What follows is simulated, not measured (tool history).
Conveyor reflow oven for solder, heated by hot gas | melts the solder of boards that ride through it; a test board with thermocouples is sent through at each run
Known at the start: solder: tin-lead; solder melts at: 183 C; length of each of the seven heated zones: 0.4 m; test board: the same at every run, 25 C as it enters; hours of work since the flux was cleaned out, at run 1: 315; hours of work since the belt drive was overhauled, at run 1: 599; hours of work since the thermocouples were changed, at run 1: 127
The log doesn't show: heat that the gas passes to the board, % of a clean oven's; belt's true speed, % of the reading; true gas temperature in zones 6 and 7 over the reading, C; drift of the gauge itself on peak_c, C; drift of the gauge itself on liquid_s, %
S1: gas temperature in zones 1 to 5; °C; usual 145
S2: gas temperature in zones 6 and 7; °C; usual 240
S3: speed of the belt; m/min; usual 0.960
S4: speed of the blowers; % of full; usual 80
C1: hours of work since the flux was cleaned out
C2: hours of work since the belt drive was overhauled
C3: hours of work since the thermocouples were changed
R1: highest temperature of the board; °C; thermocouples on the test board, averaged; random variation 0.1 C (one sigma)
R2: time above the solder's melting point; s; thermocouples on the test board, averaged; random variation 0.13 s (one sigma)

run 1 hour=0.0 | S1=145 S2=240 S3=0.960 S4=80 | C1=315 C2=599 C3=127 | R1=227.2 R2=43.5
run 2 hour=53.2 | S1=145 S2=240 S3=0.960 S4=80 | C1=354 C2=638 C3=166 | R1=227.2 R2=43.4
run 3 hour=84.6 | S1=145 S2=240 S3=0.960 S4=80 | C1=377 C2=661 C3=189 | R1=227.5 R2=43.9
run 4 hour=126.0 | S1=145 S2=240 S3=0.960 S4=80 | C1=407 C2=691 C3=219 | R1=227.4 R2=43.7
run 5 hour=151.6 | S1=145 S2=240 S3=0.960 S4=54 | C1=426 C2=710 C3=238 | R1=218.4 R2=39.2
run 6 hour=188.6 | S1=145 S2=240 S3=0.960 S4=54 | C1=453 C2=737 C3=265 | R1=218.6 R2=38.9
run 7 hour=228.9 | S1=145 S2=240 S3=0.960 S4=54 | C1=483 C2=767 C3=295 | R1=218.4 R2=39.2
-- hour=238.9 flux residue cleaned out of gas plates and filters
run 8 hour=263.1 | S1=145 S2=240 S3=0.960 S4=80 | C1=18 C2=788 C3=316 | R1=227.4 R2=43.5
run 9 hour=287.3 | S1=145 S2=240 S3=0.960 S4=80 | C1=36 C2=806 C3=334 | R1=227.4 R2=43.5
run 10 hour=335.5 | S1=145 S2=240 S3=0.960 S4=80 | C1=71 C2=842 C3=370 | R1=227.3 R2=43.8
run 11 hour=359.9 | S1=151 S2=240 S3=0.960 S4=80 | C1=89 C2=859 C3=387 | R1=228.2 R2=45.3
run 12 hour=410.5 | S1=145 S2=240 S3=0.960 S4=80 | C1=126 C2=897 C3=425 | R1=227.4 R2=43.8
run 13 hour=451.7 | S1=145 S2=240 S3=0.960 S4=80 | C1=156 C2=927 C3=455 | R1=227.4 R2=43.7
run 14 hour=483.7 | S1=145 S2=240 S3=0.960 S4=80 | C1=180 C2=950 C3=478 | R1=227.3 R2=43.6
run 15 hour=539.1 | S1=145 S2=240 S3=0.960 S4=80 | C1=221 C2=991 C3=519 | R1=227.3 R2=43.9
-- hour=563.9 thermocouples of zones 6 and 7 changed
run 16 hour=564.0 | S1=159 S2=231 S3=0.960 S4=80 | C1=237 C2=1008 C3=0 | R1=221.5 R2=45.2
run 17 hour=614.6 | S1=159 S2=231 S3=0.960 S4=80 | C1=275 C2=1045 C3=37 | R1=221.3 R2=45.3
run 18 hour=646.3 | S1=159 S2=252 S3=0.960 S4=80 | C1=298 C2=1068 C3=61 | R1=240.2 R2=50.5
run 19 hour=673.3 | S1=145 S2=240 S3=1.109 S4=80 | C1=318 C2=1088 C3=80 | R1=223.2 R2=36.2
run 20 hour=723.9 | S1=145 S2=240 S3=0.960 S4=78 | C1=355 C2=1125 C3=118 | R1=226.9 R2=43.3
run 21 hour=761.8 | S1=145 S2=240 S3=0.830 S4=74 | C1=383 C2=1153 C3=145 | R1=229.5 R2=51.6
run 22 hour=814.8 | S1=145 S2=240 S3=0.830 S4=74 | C1=422 C2=1192 C3=184 | R1=229.7 R2=51.4
-- hour=826.9 belt drive overhauled, speed set with a stopwatch
run 23 hour=847.2 | S1=145 S2=240 S3=0.960 S4=76 | C1=443 C2=15 C3=205 | R1=226.4 R2=43.3
run 24 hour=880.9 | S1=145 S2=240 S3=0.960 S4=76 | C1=467 C2=40 C3=230 | R1=226.2 R2=43.3
-- hour=912.4 flux residue cleaned out of gas plates and filters
run 25 hour=924.1 | S1=154 S2=240 S3=0.960 S4=51 | C1=9 C2=68 C3=258 | R1=219.3 R2=42.1
run 26 hour=968.3 | S1=132 S2=240 S3=0.960 S4=54 | C1=41 C2=100 C3=291 | R1=215.6 R2=34.5
run 27 hour=995.1 | S1=138 S2=236 S3=1.003 S4=67 | C1=61 C2=120 C3=310 | R1=217.4 R2=35.8
run 28 hour=1034.7 | S1=145 S2=235 S3=0.960 S4=53 | C1=90 C2=149 C3=339 | R1=214.1 R2=36.9
run 29 hour=1083.7 | S1=156 S2=247 S3=0.797 S4=57 | C1=126 C2=185 C3=375 | R1=233.8 R2=58.3
run 30 hour=1124.5 | S1=143 S2=247 S3=0.960 S4=52 | C1=156 C2=215 C3=405 | R1=222.8 R2=40.7

Forecast each of these 5 alternatives for the next run:
run A hour=1148.1 | S1=155 S2=247 S3=0.960 S4=52 | C1=173 C2=232 C3=423 | R1=? R2=?
run B hour=1148.1 | S1=143 S2=247 S3=0.997 S4=50 | C1=173 C2=232 C3=423 | R1=? R2=?
run C hour=1148.1 | S1=143 S2=232 S3=0.960 S4=86 | C1=173 C2=232 C3=423 | R1=? R2=?
run D hour=1148.1 | S1=143 S2=247 S3=1.083 S4=61 | C1=173 C2=232 C3=423 | R1=? R2=?
run E hour=1148.1 | S1=149 S2=247 S3=1.056 S4=88 | C1=173 C2=232 C3=423 | R1=? R2=?

run=A R1=225.6 R2=45.3
run=B R1=220.3 R2=37.7
run=C R1=221.1 R2=41.1
run=D R1=222.3 R2=36.0
run=E R1=233.5 R2=42.2
Without the tool's hidden state the same runs would have given:
run=A R1=225.5 R2=45.3
run=B R1=220.3 R2=37.7
run=C R1=221.1 R2=41.1
run=D R1=222.3 R2=36.0
run=E R1=233.5 R2=42.2
